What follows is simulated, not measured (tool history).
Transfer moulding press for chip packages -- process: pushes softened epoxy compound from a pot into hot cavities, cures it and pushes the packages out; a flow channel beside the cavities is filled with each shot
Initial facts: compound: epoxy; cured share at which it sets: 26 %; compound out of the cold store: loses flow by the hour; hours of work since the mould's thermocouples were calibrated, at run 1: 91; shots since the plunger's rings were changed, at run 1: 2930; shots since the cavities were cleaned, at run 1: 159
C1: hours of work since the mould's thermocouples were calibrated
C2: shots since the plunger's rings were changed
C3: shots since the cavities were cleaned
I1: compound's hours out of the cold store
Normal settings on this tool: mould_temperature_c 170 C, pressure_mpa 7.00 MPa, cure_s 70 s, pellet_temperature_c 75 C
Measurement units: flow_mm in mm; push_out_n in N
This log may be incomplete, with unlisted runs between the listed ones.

run 1 hour=0.0 | mould_temperature_c=170 pressure_mpa=7.00 cure_s=70 pellet_temperature_c=75 | C1=91 C2=2930 C3=159 | I1=10.4 | flow_mm=948 push_out_n=361
run 2 hour=9.3 | mould_temperature_c=170 pressure_mpa=7.00 cure_s=70 pellet_temperature_c=75 | C1=98 C2=3082 C3=311 | I1=41.6 | flow_mm=821 push_out_n=360
run 3 hour=17.0 | mould_temperature_c=170 pressure_mpa=7.00 cure_s=70 pellet_temperature_c=75 | C1=103 C2=3208 C3=437 | I1=38.5 | flow_mm=845 push_out_n=355
run 4 hour=27.9 | mould_temperature_c=168 pressure_mpa=7.00 cure_s=70 pellet_temperature_c=75 | C1=111 C2=3387 C3=616 | I1=16.8 | flow_mm=936 push_out_n=416
run 5 hour=36.3 | mould_temperature_c=168 pressure_mpa=7.00 cure_s=70 pellet_temperature_c=75 | C1=117 C2=3524 C3=753 | I1=27.7 | flow_mm=874 push_out_n=410
run 6 hour=48.7 | mould_temperature_c=168 pressure_mpa=7.00 cure_s=70 pellet_temperature_c=75 | C1=126 C2=3728 C3=957 | I1=13.0 | flow_mm=929 push_out_n=400
-- hour=55.4 cavities cleaned with cleaning compound and waxed
run 7 hour=62.2 | mould_temperature_c=170 pressure_mpa=7.00 cure_s=70 pellet_temperature_c=75 | C1=135 C2=3924 C3=112 | I1=45.9 | flow_mm=828 push_out_n=361
run 8 hour=72.8 | mould_temperature_c=170 pressure_mpa=7.00 cure_s=70 pellet_temperature_c=75 | C1=143 C2=4098 C3=286 | I1=17.9 | flow_mm=907 push_out_n=363
run 9 hour=78.2 | mould_temperature_c=170 pressure_mpa=7.00 cure_s=70 pellet_temperature_c=75 | C1=147 C2=4185 C3=373 | I1=18.7 | flow_mm=903 push_out_n=379
run 10 hour=83.4 | mould_temperature_c=170 pressure_mpa=7.00 cure_s=70 pellet_temperature_c=75 | C1=151 C2=4271 C3=459 | I1=42.3 | flow_mm=834 push_out_n=360
run 11 hour=93.0 | mould_temperature_c=170 pressure_mpa=7.00 cure_s=70 pellet_temperature_c=75 | C1=158 C2=4429 C3=617 | I1=47.7 | flow_mm=811 push_out_n=349
run 12 hour=102.5 | mould_temperature_c=170 pressure_mpa=6.42 cure_s=70 pellet_temperature_c=75 | C1=165 C2=4584 C3=772 | I1=18.6 | flow_mm=878 push_out_n=373
run 13 hour=110.2 | mould_temperature_c=170 pressure_mpa=7.00 cure_s=70 pellet_temperature_c=75 | C1=170 C2=4709 C3=897 | I1=35.5 | flow_mm=837 push_out_n=374
run 14 hour=116.5 | mould_temperature_c=170 pressure_mpa=7.00 cure_s=70 pellet_temperature_c=75 | C1=175 C2=4812 C3=1000 | I1=19.0 | flow_mm=910 push_out_n=362
-- hour=120.6 cavities cleaned with cleaning compound and waxed
run 15 hour=128.0 | mould_temperature_c=170 pressure_mpa=7.00 cure_s=70 pellet_temperature_c=75 | C1=182 C2=4977 C3=121 | I1=13.8 | flow_mm=930 push_out_n=356
run 16 hour=137.4 | mould_temperature_c=170 pressure_mpa=7.09 cure_s=70 pellet_temperature_c=81 | C1=189 C2=5130 C3=274 | I1=30.6 | flow_mm=888 push_out_n=385
run 17 hour=148.0 | mould_temperature_c=166 pressure_mpa=6.81 cure_s=87 pellet_temperature_c=84 | C1=197 C2=5304 C3=448 | I1=45.8 | flow_mm=817 push_out_n=342
run 18 hour=156.8 | mould_temperature_c=166 pressure_mpa=6.81 cure_s=87 pellet_temperature_c=84 | C1=204 C2=5448 C3=592 | I1=45.9 | flow_mm=816 push_out_n=342
run 19 hour=162.9 | mould_temperature_c=166 pressure_mpa=6.81 cure_s=87 pellet_temperature_c=84 | C1=208 C2=5548 C3=692 | I1=46.2 | flow_mm=816 push_out_n=343
-- hour=169.0 plunger's sealing rings changed
run 20 hour=174.4 | mould_temperature_c=166 pressure_mpa=5.63 cure_s=89 pellet_temperature_c=84 | C1=215 C2=87 C3=839 | I1=10.7 | flow_mm=862 push_out_n=347
run 21 hour=184.6 | mould_temperature_c=174 pressure_mpa=6.50 cure_s=52 pellet_temperature_c=65 | C1=222 C2=254 C3=1006 | I1=10.8 | flow_mm=894 push_out_n=507
-- hour=188.4 cavities cleaned with cleaning compound and waxed
run 22 hour=198.6 | mould_temperature_c=170 pressure_mpa=5.83 cure_s=99 pellet_temperature_c=75 | C1=231 C2=460 C3=168 | I1=14.0 | flow_mm=838 push_out_n=328
run 23 hour=210.9 | mould_temperature_c=170 pressure_mpa=5.83 cure_s=99 pellet_temperature_c=75 | C1=240 C2=660 C3=368 | I1=45.1 | flow_mm=746 push_out_n=322
run 24 hour=217.0 | mould_temperature_c=170 pressure_mpa=5.83 cure_s=99 pellet_temperature_c=75 | C1=245 C2=761 C3=469 | I1=29.3 | flow_mm=807 push_out_n=337
run 25 hour=224.3 | mould_temperature_c=172 pressure_mpa=7.00 cure_s=70 pellet_temperature_c=72 | C1=250 C2=881 C3=589 | I1=42.0 | flow_mm=836 push_out_n=341
run 26 hour=235.3 | mould_temperature_c=172 pressure_mpa=7.00 cure_s=70 pellet_temperature_c=72 | C1=258 C2=1060 C3=768 | I1=43.5 | flow_mm=821 push_out_n=357
run 27 hour=242.5 | mould_temperature_c=172 pressure_mpa=7.00 cure_s=70 pellet_temperature_c=72 | C1=264 C2=1178 C3=886 | I1=47.1 | flow_mm=819 push_out_n=363
-- hour=253.5 cavities cleaned with cleaning compound and waxed
run 28 hour=254.3 | mould_temperature_c=172 pressure_mpa=7.00 cure_s=70 pellet_temperature_c=72 | C1=271 C2=1347 C3=14 | I1=25.2 | flow_mm=890 push_out_n=334
run 29 hour=266.6 | mould_temperature_c=172 pressure_mpa=7.00 cure_s=70 pellet_temperature_c=72 | C1=280 C2=1548 C3=215 | I1=43.6 | flow_mm=803 push_out_n=338

Hidden condition of the tool, last listed run before each entry between runs versus first listed run after:
Between runs 6 and 7: cavities cleaned with cleaning compound and waxed (hour 55.4)
  pressure that reaches the compound, % of what is set: 99.68 -> 99.67; grip of the stained cavities, % over clean ones': 2 -> 0.4
  difference, measured minus the result without the unlogged condition, push_out_n: +8 -> +1 N
Between runs 14 and 15: cavities cleaned with cleaning compound and waxed (hour 120.6)
  pressure that reaches the compound, % of what is set: 99.59 -> 99.58; grip of the stained cavities, % over clean ones': 2 -> 0.5
  difference, measured minus the result without the unlogged condition, push_out_n: +7 -> +2 N
Between runs 19 and 20: plunger's sealing rings changed (hour 169.0)
  pressure that reaches the compound, % of what is set: 99.53 -> 99.99; grip of the stained cavities, % over clean ones': 1.7 -> 1.8
  difference, measured minus the result without the unlogged condition, push_out_n: +5 -> +6 N
Between runs 21 and 22: cavities cleaned with cleaning compound and waxed (hour 188.4)
  pressure that reaches the compound, % of what is set: 99.97 -> 99.95; grip of the stained cavities, % over clean ones': 2 -> 0.6
  difference, measured minus the result without the unlogged condition, push_out_n: +9 -> +2 N
Between runs 27 and 28: cavities cleaned with cleaning compound and waxed (hour 253.5)
  pressure that reaches the compound, % of what is set: 99.89 -> 99.88; grip of the stained cavities, % over clean ones': 1.9 -> 0.1
  difference, measured minus the result without the unlogged condition, push_out_n: +6 -> +0 N
